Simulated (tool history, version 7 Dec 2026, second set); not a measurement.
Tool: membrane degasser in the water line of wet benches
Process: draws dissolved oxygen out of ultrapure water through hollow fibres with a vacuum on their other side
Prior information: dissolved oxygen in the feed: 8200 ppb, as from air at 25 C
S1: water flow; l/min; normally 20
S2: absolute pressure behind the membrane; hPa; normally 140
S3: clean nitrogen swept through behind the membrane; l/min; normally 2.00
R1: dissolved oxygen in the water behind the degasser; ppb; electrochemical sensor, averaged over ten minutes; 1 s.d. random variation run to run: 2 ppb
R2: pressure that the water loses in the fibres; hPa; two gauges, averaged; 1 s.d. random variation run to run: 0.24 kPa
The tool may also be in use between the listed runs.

| run | hour | S1 | S2 | S3 | R1 | R2 |
|---|---|---|---|---|---|---|
| 1 | 0.0 | 20 | 140 | 2.00 | 276.5 | 625.6 |
| 2 | 71.9 | 20 | 140 | 2.00 | 276.2 | 623.0 |
| 3 | 147.8 | 20 | 140 | 2.34 | 244.7 | 627.2 |
| 4 | 189.0 | 20 | 140 | 2.34 | 242.5 | 628.7 |
| 5 | 284.6 | 20 | 140 | 2.34 | 238.1 | 627.0 |
| 6 | 328.6 | 20 | 140 | 2.34 | 242.6 | 624.5 |
| 7 | 410.1 | 20 | 140 | 2.34 | 240.8 | 624.0 |
| 8 | 477.4 | 20 | 140 | 1.55 | 338.9 | 630.4 |
| 9 | 564.1 | 20 | 140 | 1.55 | 341.8 | 626.5 |
| 10 | 621.1 | 20 | 140 | 2.00 | 278.1 | 629.3 |
| 11 | 687.9 | 27 | 114 | 1.93 | 302.6 | 848.0 |
| 12 | 770.4 | 27 | 114 | 1.93 | 302.7 | 841.1 |
| 13 | 833.9 | 28 | 93 | 2.00 | 240.0 | 880.0 |
| 14 | 921.1 | 20 | 275 | 3.71 | 336.2 | 629.2 |
| 15 | 999.7 | 20 | 275 | 3.71 | 336.0 | 625.1 |
| 16 | 1075.5 | 20 | 275 | 3.71 | 338.5 | 626.6 |
| 17 | 1167.0 | 29 | 87 | 2.00 | 233.6 | 910.5 |
| 18 | 1207.8 | 20 | 325 | 2.00 | 681.0 | 623.2 |
| 19 | 1257.7 | 20 | 179 | 1.14 | 580.7 | 629.6 |

Measured minus without-hidden-state, run by run (identical run-to-run variation in each term; gauge scatter may differ):
Hidden state at play: membrane still open, %; true pressure behind the membrane over the reading, kPa; air that leaks in behind the membrane, l/min; drift of the gauge itself on oxygen_ppb, %; drift of the gauge itself on loss_of_pressure_kpa, %.
| run | R1 | R2 |
|---|---|---|
| 1 | +7.0 | +2.4 |
| 2 | +7.1 | +2.5 |
| 3 | +6.7 | +2.7 |
| 4 | +6.7 | +2.8 |
| 5 | +6.7 | +3.0 |
| 6 | +7.0 | +3.1 |
| 7 | +7.0 | +3.2 |
| 8 | +8.8 | +3.5 |
| 9 | +9.1 | +3.6 |
| 10 | +8.1 | +3.8 |
| 11 | +7.1 | +5.2 |
| 12 | +7.2 | +5.5 |
| 13 | +6.2 | +5.9 |
| 14 | +10.8 | +4.4 |
| 15 | +10.9 | +4.5 |
| 16 | +11.1 | +4.7 |
| 17 | +6.8 | +7.1 |
| 18 | +19.5 | +5.0 |
| 19 | +14.5 | +5.2 |

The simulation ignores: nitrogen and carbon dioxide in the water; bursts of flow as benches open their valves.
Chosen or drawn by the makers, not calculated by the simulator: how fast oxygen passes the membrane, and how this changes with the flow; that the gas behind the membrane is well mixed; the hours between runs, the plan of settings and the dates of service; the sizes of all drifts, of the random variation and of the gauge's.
